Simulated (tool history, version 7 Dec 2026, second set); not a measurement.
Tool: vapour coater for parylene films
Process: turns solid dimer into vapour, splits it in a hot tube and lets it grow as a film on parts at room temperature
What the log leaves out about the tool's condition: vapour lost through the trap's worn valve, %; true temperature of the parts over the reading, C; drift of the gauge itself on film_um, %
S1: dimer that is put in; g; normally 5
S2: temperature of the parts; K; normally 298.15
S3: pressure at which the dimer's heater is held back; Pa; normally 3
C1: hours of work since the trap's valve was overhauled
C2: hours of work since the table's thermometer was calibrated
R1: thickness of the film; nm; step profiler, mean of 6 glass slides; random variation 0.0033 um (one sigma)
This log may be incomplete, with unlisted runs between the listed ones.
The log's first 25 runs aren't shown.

{"run": 26, "day": 62.804, "S1": 7, "S2": 298.15, "S3": 2.48, "C1": 514, "C2": 1614, "R1": 1427}
{"run": 27, "day": 66.267, "S1": 7, "S2": 298.15, "S3": 2.48, "C1": 554, "C2": 1655, "R1": 1424}
{"run": 28, "day": 69.471, "S1": 4, "S2": 294.15, "S3": 2.92, "C1": 592, "C2": 1692, "R1": 868}
{"run": 29, "day": 71.733, "S1": 6, "S2": 295.15, "S3": 3, "C1": 618, "C2": 1719, "R1": 1271}
{"run": 30, "day": 73.525, "S1": 3, "S2": 295.15, "S3": 6.79, "C1": 639, "C2": 1740, "R1": 572}
{"day": 75.296, "done": "trap's valve overhauled"}
{"run": 31, "day": 76.475, "S1": 6, "S2": 303.15, "S3": 4.29, "C1": 14, "C2": 1772, "R1": 1024}
{"run": 32, "day": 79.704, "S1": 3, "S2": 303.15, "S3": 3.39, "C1": 52, "C2": 1810, "R1": 527}
{"run": 33, "day": 81.758, "S1": 7, "S2": 308.15, "S3": 10.41, "C1": 76, "C2": 1834, "R1": 952}
{"run": 34, "day": 84.312, "S1": 5, "S2": 298.15, "S3": 2.29, "C1": 106, "C2": 1864, "R1": 1029}
{"run": 35, "day": 87.35, "S1": 6, "S2": 305.15, "S3": 4.85, "C1": 141, "C2": 1900, "R1": 962}
{"run": 36, "day": 90.412, "S1": 7, "S2": 296.15, "S3": 8.52, "C1": 177, "C2": 1935, "R1": 1281}
{"run": 37, "day": 91.879, "S1": 5, "S2": 296.15, "S3": 3, "C1": 194, "C2": 1953, "R1": 1038}
{"run": 38, "day": 93.767, "S1": 4, "S2": 293.15, "S3": 4.13, "C1": 216, "C2": 1975, "R1": 852}
{"run": 39, "day": 97.038, "S1": 7, "S2": 299.15, "S3": 3.53, "C1": 255, "C2": 2013, "R1": 1333}
{"run": 40, "day": 99.621, "S1": 6, "S2": 295.15, "S3": 11.54, "C1": 285, "C2": 2043, "R1": 1074}
{"run": 41, "day": 102.867, "S1": 6, "S2": 295.15, "S3": 11.54, "C1": 323, "C2": 2081, "R1": 1082}
{"run": 42, "day": 104.312, "S1": 5, "S2": 296.15, "S3": 2.83, "C1": 340, "C2": 2098, "R1": 1037}
{"run": 43, "day": 107.342, "S1": 6, "S2": 293.15, "S3": 2.83, "C1": 375, "C2": 2134, "R1": 1334}
{"run": 44, "day": 109.454, "S1": 4, "S2": 298.15, "S3": 4.89, "C1": 400, "C2": 2158, "R1": 746}
{"run": 45, "day": 112.812, "S1": 5, "S2": 298.15, "S3": 3.35, "C1": 439, "C2": 2198, "R1": 983}
{"day": 114.162, "done": "table's thermometer calibrated"}
{"run": 46, "day": 114.95, "S1": 4, "S2": 298.15, "S3": 3.35, "C1": 464, "C2": 9, "R1": 787}

Branching from run 46: 4 alternative next runs. What would each branch give?
{"run": "A", "day": 118.0, "S1": 8, "S2": 307.15, "S3": 2.75, "C1": 499, "C2": 45, "R1": "?"}
{"run": "B", "day": 118.0, "S1": 5, "S2": 298.15, "S3": 3.79, "C1": 499, "C2": 45, "R1": "?"}
{"run": "C", "day": 118.0, "S1": 2, "S2": 294.15, "S3": 2.37, "C1": 499, "C2": 45, "R1": "?"}
{"run": "D", "day": 118.0, "S1": 5, "S2": 291.15, "S3": 3, "C1": 499, "C2": 45, "R1": "?"}

run=A R1=1318
run=B R1=963
run=C R1=447
run=D R1=1160
Stripped of hidden state, with their random variation kept, the same runs would have yielded:
run=A R1=1320
run=B R1=964
run=C R1=447
run=D R1=1162

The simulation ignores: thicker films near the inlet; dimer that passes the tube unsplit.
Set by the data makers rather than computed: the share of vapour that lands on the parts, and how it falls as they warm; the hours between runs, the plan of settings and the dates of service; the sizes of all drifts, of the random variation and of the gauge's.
